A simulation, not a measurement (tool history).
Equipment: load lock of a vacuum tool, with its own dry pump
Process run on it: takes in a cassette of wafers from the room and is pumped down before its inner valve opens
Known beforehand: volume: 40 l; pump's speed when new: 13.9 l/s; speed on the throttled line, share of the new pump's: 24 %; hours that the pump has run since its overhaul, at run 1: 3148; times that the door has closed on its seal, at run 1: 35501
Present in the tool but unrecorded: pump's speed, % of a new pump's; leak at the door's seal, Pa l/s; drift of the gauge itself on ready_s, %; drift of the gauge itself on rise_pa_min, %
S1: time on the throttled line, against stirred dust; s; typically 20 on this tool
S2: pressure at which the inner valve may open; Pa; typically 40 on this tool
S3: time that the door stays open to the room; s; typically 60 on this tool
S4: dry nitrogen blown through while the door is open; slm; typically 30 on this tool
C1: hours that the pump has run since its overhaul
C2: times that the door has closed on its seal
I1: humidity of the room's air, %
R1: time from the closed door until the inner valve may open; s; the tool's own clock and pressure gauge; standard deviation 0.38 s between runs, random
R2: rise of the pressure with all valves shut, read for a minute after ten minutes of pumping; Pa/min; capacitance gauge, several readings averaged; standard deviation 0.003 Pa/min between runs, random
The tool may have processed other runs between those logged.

Run 1, hour 0: usual settings; C1 3148; C2 35501; I1 46.5. Result: R1 38.7 s, R2 0.153 Pa/min.
Run 2, hour 173.9: usual settings; C1 3322; C2 36186; I1 47.8. Result: R1 38.4 s, R2 0.149 Pa/min.
Run 3, hour 310.6: usual settings; C1 3458; C2 36725; I1 44. Result: R1 38.3 s, R2 0.156 Pa/min.
Run 4, hour 434.4: usual settings; C1 3582; C2 37213; I1 44.8. Result: R1 39.1 s, R2 0.155 Pa/min.
Run 5, hour 614.6: usual settings; C1 3763; C2 37923; I1 46.7. Result: R1 38.2 s, R2 0.165 Pa/min.
Run 6, hour 743.2: usual settings; C1 3891; C2 38429; I1 46.1. Result: R1 38.4 s, R2 0.169 Pa/min.
Run 7, hour 902.9: usual settings; C1 4051; C2 39058; I1 43.6. Result: R1 38 s, R2 0.17 Pa/min.
Run 8, hour 1048.4: usual settings; C1 4196; C2 39632; I1 42.3. Result: R1 38.9 s, R2 0.171 Pa/min.
Run 9, hour 1200.9: usual settings but S1 19 s; C1 4349; C2 40232; I1 44.2. Result: R1 37.6 s, R2 0.178 Pa/min.
Run 10, hour 1326.5: usual settings but S1 19 s; C1 4474; C2 40727; I1 44.9. Result: R1 38.3 s, R2 0.184 Pa/min.
Run 11, hour 1548.6: usual settings but S1 19 s; C1 4696; C2 41602; I1 44.5. Result: R1 38.2 s, R2 0.184 Pa/min.
Run 12, hour 1642.6: usual settings but S1 19 s; C1 4791; C2 41972; I1 44.6. Result: R1 37.5 s, R2 0.19 Pa/min.
Run 13, hour 1854.2: usual settings; C1 5002; C2 42806; I1 45.3. Result: R1 38.8 s, R2 0.198 Pa/min.
Run 14, hour 2001.4: usual settings; C1 5149; C2 43386; I1 42.1. Result: R1 39.2 s, R2 0.206 Pa/min.
Run 15, hour 2171.7: usual settings; C1 5320; C2 44057; I1 45. Result: R1 39.1 s, R2 0.205 Pa/min.
Run 16, hour 2321.7: usual settings but S3 201 s; C1 5470; C2 44648; I1 49.1. Result: R1 38.4 s, R2 0.247 Pa/min.
Run 17, hour 2421.7: usual settings but S3 201 s, S4 5 slm; C1 5570; C2 45042; I1 44.2. Result: R1 38.3 s, R2 0.335 Pa/min.
Run 18, hour 2587.8: usual settings but S3 201 s, S4 5 slm; C1 5736; C2 45696; I1 44.8. Result: R1 39 s, R2 0.332 Pa/min.
Run 19, hour 2732.9: usual settings but S1 24 s, S2 50 Pa; C1 5881; C2 46267; I1 43.6. Result: R1 41.6 s, R2 0.225 Pa/min.
Run 20, hour 2864.2: usual settings but S4 16 slm; C1 6012; C2 46785; I1 44.6. Result: R1 39.2 s, R2 0.243 Pa/min.
At hour 2977.2: door's seal changed, seat wiped.
Run 21, hour 2995.4: usual settings but S1 30 s, S4 5 slm; C1 6142; C2 72; I1 46.2. Result: R1 47.1 s, R2 0.058 Pa/min.
Run 22, hour 3205.2: usual settings but S1 30 s, S2 30 Pa, S3 74 s, S4 6 slm; C1 6352; C2 898; I1 45.8. Result: R1 47.6 s, R2 0.065 Pa/min.
Run 23, hour 3398.4: usual settings but S1 30 s, S2 30 Pa, S3 74 s, S4 6 slm; C1 6545; C2 1659; I1 49.5. Result: R1 47.5 s, R2 0.072 Pa/min.
Run 24, hour 3597.7: usual settings but S1 30 s, S2 43 Pa, S3 74 s, S4 6 slm; C1 6744; C2 2444; I1 45.8. Result: R1 46 s, R2 0.072 Pa/min.
Run 25, hour 3746.2: usual settings but S1 30 s, S2 35 Pa, S3 74 s, S4 43 slm; C1 6893; C2 3029; I1 43. Result: R1 46.3 s, R2 0.026 Pa/min.
Run 26, hour 3844.1: usual settings but S1 14 s, S2 54 Pa, S3 175 s, S4 18 slm; C1 6990; C2 3415; I1 46.4. Result: R1 33.5 s, R2 0.075 Pa/min.
Run 27, hour 3950.3: usual settings but S1 14 s, S2 54 Pa, S3 175 s, S4 18 slm; C1 7097; C2 3833; I1 46.7. Result: R1 33.6 s, R2 0.082 Pa/min.
Run 28, hour 4053.4: usual settings but S1 14 s, S2 54 Pa, S3 175 s, S4 18 slm; C1 7200; C2 4240; I1 45.2. Result: R1 32.9 s, R2 0.078 Pa/min.
Run 29, hour 4229.5: usual settings but S2 32 Pa, S3 26 s, S4 35 slm; C1 7376; C2 4933; I1 45.5. Result: R1 40.1 s, R2 0.02 Pa/min.
Run 30, hour 4403.4: usual settings but S2 32 Pa, S3 26 s, S4 35 slm; C1 7550; C2 5618; I1 49.3. Result: R1 40.1 s, R2 0.022 Pa/min.
Run 31, hour 4548.5: usual settings but S1 19 s, S2 32 Pa, S3 182 s, S4 36 slm; C1 7695; C2 6190; I1 45.1. Result: R1 39.5 s, R2 0.054 Pa/min.
Run 32, hour 4677.5: usual settings but S2 34 Pa, S4 9 slm; C1 7824; C2 6698; I1 43.7. Result: R1 40 s, R2 0.064 Pa/min.
Run 33, hour 4889.5: usual settings but S4 9 slm; C1 8036; C2 7533; I1 42.5. Result: R1 38.9 s, R2 0.057 Pa/min.
Run 34, hour 5081: usual settings but S3 99 s, S4 28 slm; C1 8227; C2 8288; I1 45. Result: R1 38.3 s, R2 0.056 Pa/min.
Run 35, hour 5240.5: usual settings but S3 99 s, S4 28 slm; C1 8387; C2 8916; I1 46.3. Result: R1 38.7 s, R2 0.053 Pa/min.
Run 36, hour 5416.9: usual settings but S2 58 Pa; C1 8563; C2 9611; I1 45.1. Result: R1 38.3 s, R2 0.041 Pa/min.

Some steps in R1, run to run, broken into two amounts with sign: the step expected even without the hidden condition (settings, incoming material, random variation), and the rest, left for the hidden condition together with whatever gauge scatter is not in both the measured and the hidden-condition-free result:
Run 1 -> 2: settings left as they were, no log entry in between. R1 -0.3 s: hidden state +0.1, all else -0.4.
Run 6 -> 7: settings left as they were, no log entry in between. R1 -0.4 s: hidden state +0.1, all else -0.5.
Run 20 -> 21: S1 20 -> 30, S4 16 -> 5, door's seal changed, seat wiped. R1 +7.9 s: hidden state -0.1, all else +8.
Run 25 -> 26: S1 30 -> 14, S2 35 -> 54, S3 74 -> 175, S4 43 -> 18. R1 -12.8 s: hidden state +0.2, all else -13.
Run 28 -> 29: S1 14 -> 20, S2 54 -> 32, S3 175 -> 26, S4 18 -> 35. R1 +7.2 s: hidden state +0.1, all else +7.1.

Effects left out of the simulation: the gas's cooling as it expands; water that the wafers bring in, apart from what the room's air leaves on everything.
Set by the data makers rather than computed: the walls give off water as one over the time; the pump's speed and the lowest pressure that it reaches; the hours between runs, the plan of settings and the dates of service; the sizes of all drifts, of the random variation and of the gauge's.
